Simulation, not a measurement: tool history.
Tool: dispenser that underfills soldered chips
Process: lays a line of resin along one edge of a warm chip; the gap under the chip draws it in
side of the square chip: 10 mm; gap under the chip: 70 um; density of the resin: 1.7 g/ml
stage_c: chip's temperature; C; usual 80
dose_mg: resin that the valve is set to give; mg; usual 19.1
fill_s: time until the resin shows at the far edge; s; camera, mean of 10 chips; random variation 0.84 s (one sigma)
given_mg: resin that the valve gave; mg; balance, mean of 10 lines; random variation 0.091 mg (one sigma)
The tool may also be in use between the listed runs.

| run | day | stage_c | dose_mg | fill_s | given_mg |
|---|---|---|---|---|---|
| 1 | 0.000 | 80 | 19.1 | 76.5 | 18.27 |
| 2 | 0.233 | 80 | 19.1 | 92.6 | 18.15 |
| 3 | 0.471 | 80 | 19.1 | 107.2 | 18.12 |
|  | 0.550 | new syringe of resin |
| 4 | 0.662 | 75 | 19.1 | 97.5 | 17.98 |
| 5 | 0.975 | 75 | 19.1 | 120.6 | 17.95 |
|  | 1.162 | new syringe of resin |
| 6 | 1.417 | 75 | 19.1 | 107.1 | 17.76 |
|  | 1.775 | dispensing valve cleaned and set on the balance |
|  | 1.808 | new syringe of resin |
| 7 | 1.808 | 80 | 19.1 | 71.9 | 19.18 |
| 8 | 2.017 | 80 | 19.1 | 83.8 | 19.05 |
| 9 | 2.288 | 93 | 20.9 | 59.4 | 20.74 |
|  | 2.404 | new syringe of resin |
| 10 | 2.679 | 75 | 16.2 | 110.4 | 15.97 |
| 11 | 2.892 | 87 | 20.8 | 76.7 | 20.51 |
|  | 3.029 | new syringe of resin |
| 12 | 3.279 | 84 | 17.1 | 75.0 | 16.77 |
| 13 | 3.517 | 84 | 21.4 | 87.7 | 20.70 |
|  | 3.650 | new syringe of resin |
| 14 | 3.929 | 83 | 18.0 | 77.8 | 17.53 |
| 15 | 4.100 | 73 | 20.6 | 126.1 | 19.98 |

4 ways to go on from here, each from the tool as it stands after run 15. What would each give?
|  | 4.250 | new syringe of resin |
| A | 4.300 | 80 | 21.2 | ? | ? |
|  | 4.250 | new syringe of resin |
| B | 4.300 | 92 | 21.2 | ? | ? |
|  | 4.250 | new syringe of resin |
| C | 4.300 | 69 | 17.5 | ? | ? |
|  | 4.250 | new syringe of resin |
| D | 4.300 | 87 | 20.0 | ? | ? |

| run | fill_s | given_mg |
|---|---|---|
| A | 71.6 | 20.55 |
| B | 44.7 | 20.56 |
| C | 120.0 | 16.98 |
| D | 55.3 | 19.32 |
Without the tool's hidden state the same runs would have given:
| run | fill_s | given_mg |
|---|---|---|
| A | 76.7 | 21.29 |
| B | 47.6 | 21.30 |
| C | 128.9 | 17.59 |
| D | 59.0 | 20.01 |
